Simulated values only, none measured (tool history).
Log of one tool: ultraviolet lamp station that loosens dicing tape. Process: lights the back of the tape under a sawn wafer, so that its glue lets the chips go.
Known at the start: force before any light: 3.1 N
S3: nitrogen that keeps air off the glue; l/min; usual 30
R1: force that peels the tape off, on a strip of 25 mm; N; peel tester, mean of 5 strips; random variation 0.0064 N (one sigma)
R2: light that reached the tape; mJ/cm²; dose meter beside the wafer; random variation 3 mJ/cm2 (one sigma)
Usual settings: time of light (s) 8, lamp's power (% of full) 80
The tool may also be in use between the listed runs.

run 1 hour=0.0 | time_of_light_(s)=8 lamp's_power_(%_of_full)=80 S3=30 | R1=0.213 R2=424
run 2 hour=6.4 | time_of_light_(s)=8 lamp's_power_(%_of_full)=80 S3=40 | R1=0.200 R2=418
run 3 hour=16.1 | time_of_light_(s)=9 lamp's_power_(%_of_full)=80 S3=30 | R1=0.174 R2=469
run 4 hour=26.3 | time_of_light_(s)=9 lamp's_power_(%_of_full)=80 S3=30 | R1=0.186 R2=464
run 5 hour=36.2 | time_of_light_(s)=9 lamp's_power_(%_of_full)=74 S3=30 | R1=0.194 R2=429
run 6 hour=47.3 | time_of_light_(s)=9 lamp's_power_(%_of_full)=74 S3=30 | R1=0.197 R2=429
run 7 hour=60.3 | time_of_light_(s)=9 lamp's_power_(%_of_full)=74 S3=30 | R1=0.200 R2=425
run 8 hour=68.5 | time_of_light_(s)=9 lamp's_power_(%_of_full)=74 S3=30 | R1=0.200 R2=423
run 9 hour=75.4 | time_of_light_(s)=9 lamp's_power_(%_of_full)=74 S3=30 | R1=0.216 R2=426
run 10 hour=82.9 | time_of_light_(s)=5 lamp's_power_(%_of_full)=80 S3=30 | R1=0.389 R2=253
run 11 hour=90.0 | time_of_light_(s)=8 lamp's_power_(%_of_full)=80 S3=30 | R1=0.230 R2=401
run 12 hour=101.1 | time_of_light_(s)=5 lamp's_power_(%_of_full)=80 S3=30 | R1=0.376 R2=250
run 13 hour=110.3 | time_of_light_(s)=7 lamp's_power_(%_of_full)=80 S3=30 | R1=0.245 R2=349
run 14 hour=119.1 | time_of_light_(s)=7 lamp's_power_(%_of_full)=80 S3=30 | R1=0.249 R2=348
run 15 hour=128.3 | time_of_light_(s)=7 lamp's_power_(%_of_full)=80 S3=30 | R1=0.254 R2=353
run 16 hour=137.8 | time_of_light_(s)=7 lamp's_power_(%_of_full)=80 S3=30 | R1=0.251 R2=344
run 17 hour=144.4 | time_of_light_(s)=7 lamp's_power_(%_of_full)=80 S3=30 | R1=0.256 R2=340
run 18 hour=150.0 | time_of_light_(s)=7 lamp's_power_(%_of_full)=80 S3=30 | R1=0.268 R2=342
-- hour=151.6 window cleaned of glue's vapour
run 19 hour=157.1 | time_of_light_(s)=7 lamp's_power_(%_of_full)=80 S3=30 | R1=0.258 R2=334
run 20 hour=170.2 | time_of_light_(s)=7 lamp's_power_(%_of_full)=80 S3=30 | R1=0.263 R2=334
run 21 hour=179.2 | time_of_light_(s)=8 lamp's_power_(%_of_full)=62 S3=30 | R1=0.318 R2=294
run 22 hour=191.5 | time_of_light_(s)=8 lamp's_power_(%_of_full)=62 S3=30 | R1=0.313 R2=295
run 23 hour=197.0 | time_of_light_(s)=8 lamp's_power_(%_of_full)=68 S3=10 | R1=0.560 R2=321
run 24 hour=205.9 | time_of_light_(s)=8 lamp's_power_(%_of_full)=68 S3=10 | R1=0.569 R2=317
-- hour=211.2 window cleaned of glue's vapour, once more
run 25 hour=215.4 | time_of_light_(s)=9 lamp's_power_(%_of_full)=77 S3=28 | R1=0.206 R2=452
run 26 hour=228.2 | time_of_light_(s)=5 lamp's_power_(%_of_full)=62 S3=21 | R1=0.682 R2=200
run 27 hour=236.4 | time_of_light_(s)=9 lamp's_power_(%_of_full)=84 S3=28 | R1=0.191 R2=482
run 28 hour=248.6 | time_of_light_(s)=5 lamp's_power_(%_of_full)=75 S3=44 | R1=0.357 R2=235
run 29 hour=257.5 | time_of_light_(s)=12 lamp's_power_(%_of_full)=78 S3=30 | R1=0.170 R2=594
run 30 hour=265.2 | time_of_light_(s)=8 lamp's_power_(%_of_full)=62 S3=57 | R1=0.223 R2=309
run 31 hour=276.7 | time_of_light_(s)=5 lamp's_power_(%_of_full)=62 S3=25 | R1=0.648 R2=195
run 32 hour=285.6 | time_of_light_(s)=10 lamp's_power_(%_of_full)=79 S3=20 | R1=0.203 R2=495
run 33 hour=297.0 | time_of_light_(s)=10 lamp's_power_(%_of_full)=79 S3=20 | R1=0.214 R2=490
run 34 hour=306.4 | time_of_light_(s)=10 lamp's_power_(%_of_full)=79 S3=20 | R1=0.211 R2=490
run 35 hour=312.8 | time_of_light_(s)=10 lamp's_power_(%_of_full)=79 S3=20 | R1=0.208 R2=485
run 36 hour=318.4 | time_of_light_(s)=10 lamp's_power_(%_of_full)=79 S3=20 | R1=0.216 R2=488
run 37 hour=331.0 | time_of_light_(s)=7 lamp's_power_(%_of_full)=76 S3=41 | R1=0.232 R2=328
run 38 hour=340.8 | time_of_light_(s)=8 lamp's_power_(%_of_full)=80 S3=51 | R1=0.179 R2=385
run 39 hour=346.8 | time_of_light_(s)=8 lamp's_power_(%_of_full)=80 S3=51 | R1=0.185 R2=391
run 40 hour=356.6 | time_of_light_(s)=6 lamp's_power_(%_of_full)=90 S3=20 | R1=0.349 R2=328
run 41 hour=368.9 | time_of_light_(s)=6 lamp's_power_(%_of_full)=90 S3=20 | R1=0.349 R2=326
run 42 hour=379.5 | time_of_light_(s)=8 lamp's_power_(%_of_full)=65 S3=30 | R1=0.294 R2=312
run 43 hour=392.6 | time_of_light_(s)=4 lamp's_power_(%_of_full)=65 S3=30 | R1=0.773 R2=153
run 44 hour=405.5 | time_of_light_(s)=8 lamp's_power_(%_of_full)=91 S3=30 | R1=0.203 R2=428

Some steps in R1 between neighbouring runs. How much of each would the tool show without its hidden state too (settings, what came in, random variation), and how much is left for the hidden state, with any gauge scatter that isn't in both results?
The hidden state here: lamp's light, % of a new lamp's; light that the window lets through, % of a clean one's; drift of the gauge itself on peel_n, %; drift of the gauge itself on dose_mj_cm2, %.
Run 24 -> 25: time of light (s) 8 -> 9, lamp's power (% of full) 68 -> 77, S3 10 -> 28, window cleaned of glue's vapour, once more. R1 -0.363 N: hidden state -0.101, all else -0.262.
Run 26 -> 27: time of light (s) 5 -> 9, lamp's power (% of full) 62 -> 84, S3 21 -> 28. R1 -0.491 N: hidden state -0.044, all else -0.447.
Run 42 -> 43: time of light (s) 8 -> 4. R1 +0.479 N: hidden state +0.074, all else +0.405.
Run 43 -> 44: time of light (s) 4 -> 8, lamp's power (% of full) 65 -> 91. R1 -0.570 N: hidden state -0.099, all else -0.471.
